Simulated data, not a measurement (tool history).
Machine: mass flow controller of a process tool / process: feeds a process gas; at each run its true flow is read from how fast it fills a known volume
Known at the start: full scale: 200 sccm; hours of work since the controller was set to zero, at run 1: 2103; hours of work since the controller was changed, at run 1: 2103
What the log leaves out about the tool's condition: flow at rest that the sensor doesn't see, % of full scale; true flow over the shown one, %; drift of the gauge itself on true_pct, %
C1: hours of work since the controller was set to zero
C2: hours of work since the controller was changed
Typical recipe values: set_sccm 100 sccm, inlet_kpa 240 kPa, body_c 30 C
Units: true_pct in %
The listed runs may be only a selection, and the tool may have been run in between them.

Run 1, day 0: usual settings; C1 2103; C2 2103. Result: true_pct 98.91 %.
Run 2, day 3.454: usual settings; C1 2162; C2 2162. Result: true_pct 98.81 %.
Run 3, day 5.333: usual settings; C1 2194; C2 2194. Result: true_pct 98.72 %.
Run 4, day 8.608: usual settings; C1 2250; C2 2250. Result: true_pct 98.76 %.
Run 5, day 11.025: usual settings but set_sccm 39 sccm; C1 2291; C2 2291. Result: true_pct 97.22 %.
Run 6, day 14.308: usual settings but set_sccm 39 sccm; C1 2347; C2 2347. Result: true_pct 97.31 %.
Run 7, day 16.721: usual settings but set_sccm 39 sccm; C1 2388; C2 2388. Result: true_pct 97.2 %.
Run 8, day 18.475: usual settings but set_sccm 39 sccm; C1 2418; C2 2418. Result: true_pct 97.3 %.
Run 9, day 20.288: usual settings; C1 2449; C2 2449. Result: true_pct 98.76 %.
Run 10, day 23.042: usual settings but set_sccm 58 sccm; C1 2496; C2 2496. Result: true_pct 98 %.
Run 11, day 25.562: usual settings; C1 2539; C2 2539. Result: true_pct 98.63 %.
Run 12, day 27.583: usual settings but body_c 29 C; C1 2573; C2 2573. Result: true_pct 98.57 %.
Run 13, day 31.258: usual settings but body_c 29 C; C1 2636; C2 2636. Result: true_pct 98.53 %.
Run 14, day 33.833: usual settings but body_c 29 C; C1 2680; C2 2680. Result: true_pct 98.5 %.
At day 34.067: controller's zero set anew.
Run 15, day 36.967: usual settings but body_c 29 C; C1 49; C2 2733. Result: true_pct 98.12 %.
Run 16, day 39.538: usual settings but set_sccm 28 sccm, inlet_kpa 147 kPa, body_c 25 C; C1 93; C2 2776. Result: true_pct 94.3 %.
Run 17, day 43.071: usual settings but set_sccm 28 sccm, inlet_kpa 147 kPa, body_c 25 C; C1 153; C2 2837. Result: true_pct 94.19 %.
Run 18, day 45.467: usual settings but set_sccm 35 sccm, inlet_kpa 213 kPa, body_c 22 C; C1 194; C2 2877. Result: true_pct 94.84 %.
Run 19, day 49.371: usual settings but set_sccm 191 sccm, body_c 34 C; C1 261; C2 2944. Result: true_pct 99.42 %.
Run 20, day 52.946: usual settings but set_sccm 37 sccm, inlet_kpa 274 kPa, body_c 34 C; C1 321; C2 3005. Result: true_pct 95.78 %.
At day 54.379: controller's zero set anew, once more.
Run 21, day 54.579: usual settings but inlet_kpa 144 kPa, body_c 20 C; C1 3; C2 3032. Result: true_pct 98.58 %.
Run 22, day 56.562: usual settings but inlet_kpa 144 kPa, body_c 20 C; C1 37; C2 3066. Result: true_pct 98.55 %.
Run 23, day 59.042: usual settings but inlet_kpa 144 kPa, body_c 20 C; C1 79; C2 3108. Result: true_pct 98.47 %.
Run 24, day 62.404: usual settings but inlet_kpa 144 kPa, body_c 20 C; C1 137; C2 3165. Result: true_pct 98.47 %.
Run 25, day 64.612: usual settings but set_sccm 56 sccm, inlet_kpa 270 kPa; C1 174; C2 3203. Result: true_pct 98.89 %.
Run 26, day 67.762: usual settings but set_sccm 24 sccm, inlet_kpa 195 kPa, body_c 35 C; C1 228; C2 3257. Result: true_pct 98.81 %.
Run 27, day 70.617: usual settings but set_sccm 24 sccm, inlet_kpa 195 kPa, body_c 35 C; C1 276; C2 3305. Result: true_pct 98.64 %.
Run 28, day 72.233: usual settings but set_sccm 24 sccm, inlet_kpa 195 kPa, body_c 35 C; C1 304; C2 3333. Result: true_pct 98.73 %.

Describe how what the log doesn't record of the tool's condition differs between the last listed run preceding each entry between runs and the first listed run following it.
Run 14 -> run 15: controller's zero set anew (day 34.067)
  flow at rest that the sensor doesn't see, % of full scale: -0.464 -> -0.649; true flow over the shown one, %: -0.54 -> -0.55
  what was measured, less what the result would be without the hidden state, true_pct: -1.47 -> -1.85 %
Run 20 -> run 21: controller's zero set anew, once more (day 54.379)
  flow at rest that the sensor doesn't see, % of full scale: -0.693 -> -0.078
  what was measured, less what the result would be without the hidden state, true_pct: -4.33 -> -0.75 %
